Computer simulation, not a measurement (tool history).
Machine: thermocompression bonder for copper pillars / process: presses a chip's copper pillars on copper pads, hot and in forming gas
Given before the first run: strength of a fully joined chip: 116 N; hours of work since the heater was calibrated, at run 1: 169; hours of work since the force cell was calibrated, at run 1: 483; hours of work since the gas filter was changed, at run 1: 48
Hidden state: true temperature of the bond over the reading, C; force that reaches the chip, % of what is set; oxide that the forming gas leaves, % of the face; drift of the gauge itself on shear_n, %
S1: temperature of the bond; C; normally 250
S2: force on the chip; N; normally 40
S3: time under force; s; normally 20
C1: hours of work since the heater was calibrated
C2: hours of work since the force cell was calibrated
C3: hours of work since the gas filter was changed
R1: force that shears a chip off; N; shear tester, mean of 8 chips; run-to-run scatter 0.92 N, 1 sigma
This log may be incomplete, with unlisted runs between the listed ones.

run	day	S1	S2	S3	C1	C2	C3	R1
1	0	250	40	20	169	483	48	77.8
2	1.325	250	40	20	188	501	66	77.8
3	2.121	250	40	16	199	513	77	72.2
4	3.067	251	40	20	212	526	91	79.6
5	3.783	250	40	39	222	536	101	91.9
6	4.692	250	40	20	235	549	114	76.7
7	5.533	264	40	20	247	561	126	87.3
8	6.817	264	40	20	265	579	144	87.8
9	7.712	264	40	20	278	591	156	87.9
10	8.312	250	40	11	286	600	165	63.1
11	9.1	250	40	11	297	611	176	64.1
12	10.079	250	59	20	311	625	190	91.7
# day 10.642: forming gas filter changed
13	11.504	250	40	20	331	645	12	78.5
14	12.904	240	40	20	351	664	32	69.5
15	14.217	250	40	20	369	683	50	78.1
16	15.021	250	40	20	380	694	62	77
17	16.312	250	40	20	399	712	80	76.4
18	17.083	248	40	20	409	723	91	75.3
19	18.167	250	40	20	425	738	106	78.3
20	18.808	250	40	20	434	747	115	78.3
21	19.967	250	40	11	450	764	131	65.1
22	20.712	229	40	20	461	774	142	58.3
23	21.438	229	40	20	471	785	152	59.2
24	22.333	250	27	16	483	797	165	56.9
# day 23.321: force cell calibrated
25	23.379	250	27	16	497	1	179	59
26	24.596	235	41	17	514	18	196	61.8
# day 24.746: forming gas filter changed
27	25.796	274	48	17	531	35	15	98.3
28	26.629	250	46	18	543	46	27	80.8
# day 27.308: heater calibrated with a thermocouple chip
29	28.121	259	46	17	11	66	46	86.1
30	29.092	224	46	19	25	80	60	57.8
31	30.317	274	47	20	42	97	77	99.6
32	31.4	274	47	20	58	112	93	100.3
33	32.15	231	40	20	68	123	103	61.2
34	32.975	247	47	20	80	135	115	80.3

Run 35 is up next; what results do you expect?
35	33.671	247	47	20	90	144	125	?

{"run 35": {"R1": 81.2}}
Minus the tool's unlogged condition, the same run would have read R1 81.6 N.
